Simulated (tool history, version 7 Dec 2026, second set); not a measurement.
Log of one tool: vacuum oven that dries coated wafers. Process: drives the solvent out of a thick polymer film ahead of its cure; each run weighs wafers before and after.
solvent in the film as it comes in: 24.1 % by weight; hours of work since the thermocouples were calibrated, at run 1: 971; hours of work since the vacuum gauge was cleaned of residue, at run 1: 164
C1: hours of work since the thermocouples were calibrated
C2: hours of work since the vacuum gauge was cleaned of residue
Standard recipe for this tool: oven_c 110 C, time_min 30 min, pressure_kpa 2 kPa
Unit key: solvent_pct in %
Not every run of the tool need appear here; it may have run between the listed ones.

run 1 hour=0 | oven_c=110 time_min=30 pressure_kpa=2 | C1=971 C2=164 | solvent_pct=2.42
run 2 hour=12 | oven_c=110 time_min=30 pressure_kpa=2 | C1=976 C2=169 | solvent_pct=2.48
run 3 hour=22.5 | oven_c=110 time_min=30 pressure_kpa=2 | C1=980 C2=173 | solvent_pct=2.45
run 4 hour=33.8 | oven_c=110 time_min=30 pressure_kpa=2 | C1=985 C2=178 | solvent_pct=2.37
run 5 hour=51.3 | oven_c=110 time_min=30 pressure_kpa=2 | C1=992 C2=186 | solvent_pct=2.34
run 6 hour=64.9 | oven_c=114 time_min=30 pressure_kpa=2 | C1=998 C2=191 | solvent_pct=1.47
run 7 hour=74.5 | oven_c=114 time_min=30 pressure_kpa=2 | C1=1002 C2=196 | solvent_pct=1.43
run 8 hour=90.1 | oven_c=114 time_min=30 pressure_kpa=2 | C1=1009 C2=202 | solvent_pct=1.41
run 9 hour=103.4 | oven_c=110 time_min=30 pressure_kpa=2.73 | C1=1014 C2=208 | solvent_pct=2.61
run 10 hour=117.9 | oven_c=119 time_min=30 pressure_kpa=2 | C1=1021 C2=214 | solvent_pct=0.77
run 11 hour=127.6 | oven_c=119 time_min=30 pressure_kpa=2 | C1=1025 C2=218 | solvent_pct=0.66
run 12 hour=144.9 | oven_c=123 time_min=30 pressure_kpa=2 | C1=1032 C2=225 | solvent_pct=0.48
run 13 hour=159.8 | oven_c=123 time_min=30 pressure_kpa=2 | C1=1038 C2=232 | solvent_pct=0.41
run 14 hour=167.6 | oven_c=103 time_min=30 pressure_kpa=2 | C1=1042 C2=235 | solvent_pct=4.92
run 15 hour=181.8 | oven_c=103 time_min=30 pressure_kpa=2 | C1=1048 C2=241 | solvent_pct=4.87
run 16 hour=190.2 | oven_c=116 time_min=30 pressure_kpa=2 | C1=1051 C2=245 | solvent_pct=1.14
run 17 hour=208.4 | oven_c=110 time_min=30 pressure_kpa=1.72 | C1=1059 C2=252 | solvent_pct=2.38
run 18 hour=219.3 | oven_c=110 time_min=53 pressure_kpa=1.72 | C1=1064 C2=257 | solvent_pct=0.72
run 19 hour=229.7 | oven_c=110 time_min=53 pressure_kpa=1.72 | C1=1068 C2=261 | solvent_pct=0.82
run 20 hour=247.9 | oven_c=110 time_min=53 pressure_kpa=1.72 | C1=1076 C2=269 | solvent_pct=0.75
run 21 hour=265.6 | oven_c=110 time_min=53 pressure_kpa=1.72 | C1=1083 C2=277 | solvent_pct=0.71
run 22 hour=279.3 | oven_c=110 time_min=53 pressure_kpa=1.72 | C1=1089 C2=282 | solvent_pct=0.71
-- hour=282.3 oven's thermocouples calibrated
run 23 hour=294.2 | oven_c=118 time_min=53 pressure_kpa=1.72 | C1=5 C2=288 | solvent_pct=0.39
run 24 hour=307.3 | oven_c=118 time_min=19 pressure_kpa=1.72 | C1=11 C2=294 | solvent_pct=2.07
run 25 hour=319.4 | oven_c=118 time_min=19 pressure_kpa=1.72 | C1=16 C2=299 | solvent_pct=2.01
run 26 hour=328 | oven_c=118 time_min=18 pressure_kpa=3.82 | C1=19 C2=302 | solvent_pct=2.55
run 27 hour=343.8 | oven_c=102 time_min=46 pressure_kpa=3.82 | C1=26 C2=309 | solvent_pct=3.22
run 28 hour=357.7 | oven_c=102 time_min=46 pressure_kpa=3.82 | C1=32 C2=315 | solvent_pct=3.23
run 29 hour=368.8 | oven_c=102 time_min=46 pressure_kpa=3.82 | C1=37 C2=320 | solvent_pct=3.09
run 30 hour=382.7 | oven_c=104 time_min=24 pressure_kpa=1.51 | C1=43 C2=326 | solvent_pct=5.64
-- hour=386.2 oven's thermocouples calibrated, once more
run 31 hour=402.3 | oven_c=104 time_min=18 pressure_kpa=1.51 | C1=7 C2=333 | solvent_pct=8.88
run 32 hour=411.1 | oven_c=101 time_min=50 pressure_kpa=2 | C1=11 C2=337 | solvent_pct=3.48
run 33 hour=419.2 | oven_c=105 time_min=34 pressure_kpa=1.46 | C1=14 C2=340 | solvent_pct=4.02
run 34 hour=435.9 | oven_c=111 time_min=21 pressure_kpa=1.98 | C1=21 C2=347 | solvent_pct=4.7
run 35 hour=452.6 | oven_c=111 time_min=21 pressure_kpa=1.98 | C1=28 C2=354 | solvent_pct=4.63
run 36 hour=463.6 | oven_c=124 time_min=30 pressure_kpa=2 | C1=33 C2=359 | solvent_pct=0.56
run 37 hour=481.8 | oven_c=110 time_min=30 pressure_kpa=4.79 | C1=41 C2=367 | solvent_pct=3.47
run 38 hour=491.9 | oven_c=110 time_min=21 pressure_kpa=4.79 | C1=45 C2=371 | solvent_pct=5.67
run 39 hour=506.8 | oven_c=110 time_min=21 pressure_kpa=1.04 | C1=51 C2=377 | solvent_pct=4.88
run 40 hour=523 | oven_c=100 time_min=21 pressure_kpa=2 | C1=58 C2=384 | solvent_pct=9.5
run 41 hour=535.7 | oven_c=103 time_min=18 pressure_kpa=1.08 | C1=63 C2=390 | solvent_pct=9.24
run 42 hour=549 | oven_c=103 time_min=18 pressure_kpa=1.08 | C1=69 C2=395 | solvent_pct=9.16
run 43 hour=563.4 | oven_c=114 time_min=19 pressure_kpa=2 | C1=75 C2=401 | solvent_pct=4.12
run 44 hour=578.4 | oven_c=114 time_min=19 pressure_kpa=2 | C1=82 C2=408 | solvent_pct=4.05
run 45 hour=586.4 | oven_c=102 time_min=41 pressure_kpa=2.97 | C1=85 C2=411 | solvent_pct=4.47

What would each run have given without the hidden state, its run-to-run variation left as it was?
Unlogged tool condition in this case: true wafer temperature over the reading, C; true pressure over the reading, kPa; drift of the gauge itself on solvent_pct, %.
run=1 solvent_pct=2.96
run=2 solvent_pct=3.02
run=3 solvent_pct=3
run=4 solvent_pct=2.92
run=5 solvent_pct=2.89
run=6 solvent_pct=1.84
run=7 solvent_pct=1.82
run=8 solvent_pct=1.8
run=9 solvent_pct=3.19
run=10 solvent_pct=0.97
run=11 solvent_pct=0.86
run=12 solvent_pct=0.58
run=13 solvent_pct=0.51
run=14 solvent_pct=5.74
run=15 solvent_pct=5.7
run=16 solvent_pct=1.45
run=17 solvent_pct=2.97
run=18 solvent_pct=0.92
run=19 solvent_pct=1.02
run=20 solvent_pct=0.95
run=21 solvent_pct=0.91
run=22 solvent_pct=0.91
run=23 solvent_pct=0.42
run=24 solvent_pct=2.7
run=25 solvent_pct=2.64
run=26 solvent_pct=3.24
run=27 solvent_pct=4
run=28 solvent_pct=4.04
run=29 solvent_pct=3.88
run=30 solvent_pct=6.69
run=31 solvent_pct=8.83
run=32 solvent_pct=3.43
run=33 solvent_pct=3.98
run=34 solvent_pct=4.67
run=35 solvent_pct=4.6
run=36 solvent_pct=0.54
run=37 solvent_pct=3.45
run=38 solvent_pct=5.66
run=39 solvent_pct=4.87
run=40 solvent_pct=9.5
run=41 solvent_pct=9.25
run=42 solvent_pct=9.17
run=43 solvent_pct=4.13
run=44 solvent_pct=4.07
run=45 solvent_pct=4.48
